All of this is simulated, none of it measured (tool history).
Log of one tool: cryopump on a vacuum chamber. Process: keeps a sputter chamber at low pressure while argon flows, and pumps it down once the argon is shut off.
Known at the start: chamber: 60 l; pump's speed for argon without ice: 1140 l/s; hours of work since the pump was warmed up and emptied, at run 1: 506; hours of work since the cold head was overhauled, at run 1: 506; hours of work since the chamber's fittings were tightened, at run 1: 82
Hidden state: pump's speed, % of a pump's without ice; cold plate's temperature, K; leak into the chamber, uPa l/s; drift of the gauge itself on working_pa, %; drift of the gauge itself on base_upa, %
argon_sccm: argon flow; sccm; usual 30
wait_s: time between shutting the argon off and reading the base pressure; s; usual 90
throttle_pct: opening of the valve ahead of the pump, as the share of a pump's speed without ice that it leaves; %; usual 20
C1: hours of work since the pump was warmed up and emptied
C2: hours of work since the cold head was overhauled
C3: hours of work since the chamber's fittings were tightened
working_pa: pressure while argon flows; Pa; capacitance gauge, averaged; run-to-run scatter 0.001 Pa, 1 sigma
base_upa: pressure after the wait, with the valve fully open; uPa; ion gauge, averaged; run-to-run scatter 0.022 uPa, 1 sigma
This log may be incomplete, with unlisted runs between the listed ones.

{"run": 1, "day": 0.0, "argon_sccm": 30, "wait_s": 90, "throttle_pct": 20, "C1": 506, "C2": 506, "C3": 82, "working_pa": 0.2297, "base_upa": 0.76}
{"run": 2, "day": 1.45, "argon_sccm": 30, "wait_s": 90, "throttle_pct": 20, "C1": 521, "C2": 521, "C3": 97, "working_pa": 0.2274, "base_upa": 0.8}
{"run": 3, "day": 2.554, "argon_sccm": 30, "wait_s": 127, "throttle_pct": 20, "C1": 533, "C2": 533, "C3": 109, "working_pa": 0.2293, "base_upa": 0.7}
{"run": 4, "day": 3.65, "argon_sccm": 30, "wait_s": 90, "throttle_pct": 18, "C1": 544, "C2": 544, "C3": 120, "working_pa": 0.2542, "base_upa": 0.8}
{"run": 5, "day": 5.442, "argon_sccm": 30, "wait_s": 90, "throttle_pct": 18, "C1": 563, "C2": 563, "C3": 139, "working_pa": 0.2536, "base_upa": 0.84}
{"run": 6, "day": 6.929, "argon_sccm": 30, "wait_s": 90, "throttle_pct": 20, "C1": 578, "C2": 578, "C3": 155, "working_pa": 0.2297, "base_upa": 0.84}
{"run": 7, "day": 8.725, "argon_sccm": 30, "wait_s": 90, "throttle_pct": 32, "C1": 597, "C2": 597, "C3": 173, "working_pa": 0.1466, "base_upa": 0.87}
{"run": 8, "day": 10.3, "argon_sccm": 30, "wait_s": 90, "throttle_pct": 32, "C1": 614, "C2": 614, "C3": 190, "working_pa": 0.1456, "base_upa": 0.87}
{"run": 9, "day": 11.162, "argon_sccm": 30, "wait_s": 90, "throttle_pct": 39, "C1": 623, "C2": 623, "C3": 199, "working_pa": 0.121, "base_upa": 0.89}
{"run": 10, "day": 13.075, "argon_sccm": 30, "wait_s": 90, "throttle_pct": 39, "C1": 643, "C2": 643, "C3": 219, "working_pa": 0.1214, "base_upa": 0.94}
{"run": 11, "day": 14.571, "argon_sccm": 15, "wait_s": 61, "throttle_pct": 45, "C1": 658, "C2": 658, "C3": 234, "working_pa": 0.0533, "base_upa": 1.14}
{"run": 12, "day": 15.817, "argon_sccm": 30, "wait_s": 90, "throttle_pct": 47, "C1": 671, "C2": 671, "C3": 247, "working_pa": 0.1023, "base_upa": 0.98}
{"run": 13, "day": 17.504, "argon_sccm": 30, "wait_s": 78, "throttle_pct": 16, "C1": 689, "C2": 689, "C3": 265, "working_pa": 0.2852, "base_upa": 1.02}
{"run": 14, "day": 18.933, "argon_sccm": 30, "wait_s": 105, "throttle_pct": 31, "C1": 704, "C2": 704, "C3": 280, "working_pa": 0.1526, "base_upa": 0.95}
{"run": 15, "day": 19.892, "argon_sccm": 30, "wait_s": 259, "throttle_pct": 20, "C1": 714, "C2": 714, "C3": 290, "working_pa": 0.2308, "base_upa": 0.75}
{"run": 16, "day": 21.033, "argon_sccm": 15, "wait_s": 23, "throttle_pct": 15, "C1": 726, "C2": 726, "C3": 302, "working_pa": 0.1521, "base_upa": 2}
{"run": 17, "day": 21.988, "argon_sccm": 15, "wait_s": 23, "throttle_pct": 15, "C1": 736, "C2": 736, "C3": 312, "working_pa": 0.1539, "base_upa": 2.01}
{"run": 18, "day": 23.692, "argon_sccm": 25, "wait_s": 90, "throttle_pct": 20, "C1": 754, "C2": 754, "C3": 330, "working_pa": 0.1911, "base_upa": 1.08}
{"run": 19, "day": 24.95, "argon_sccm": 25, "wait_s": 90, "throttle_pct": 20, "C1": 767, "C2": 767, "C3": 343, "working_pa": 0.1933, "base_upa": 1.08}
{"run": 20, "day": 26.871, "argon_sccm": 30, "wait_s": 69, "throttle_pct": 32, "C1": 787, "C2": 787, "C3": 363, "working_pa": 0.1464, "base_upa": 1.19}

Forecast each of these 3 alternatives for the next run:
{"run": "A", "day": 28.525, "argon_sccm": 32, "wait_s": 90, "throttle_pct": 35, "C1": 804, "C2": 804, "C3": 380, "working_pa": "?", "base_upa": "?"}
{"run": "B", "day": 28.525, "argon_sccm": 30, "wait_s": 200, "throttle_pct": 24, "C1": 804, "C2": 804, "C3": 380, "working_pa": "?", "base_upa": "?"}
{"run": "C", "day": 28.525, "argon_sccm": 30, "wait_s": 69, "throttle_pct": 55, "C1": 804, "C2": 804, "C3": 380, "working_pa": "?", "base_upa": "?"}

run=A working_pa=0.1465 base_upa=1.16
run=B working_pa=0.196 base_upa=0.91
run=C working_pa=0.0905 base_upa=1.2
The same runs, with their run-to-run variation unchanged, on a tool lacking any hidden condition would have given:
run=A working_pa=0.1363 base_upa=0.66
run=B working_pa=0.1865 base_upa=0.41
run=C working_pa=0.081 base_upa=0.69
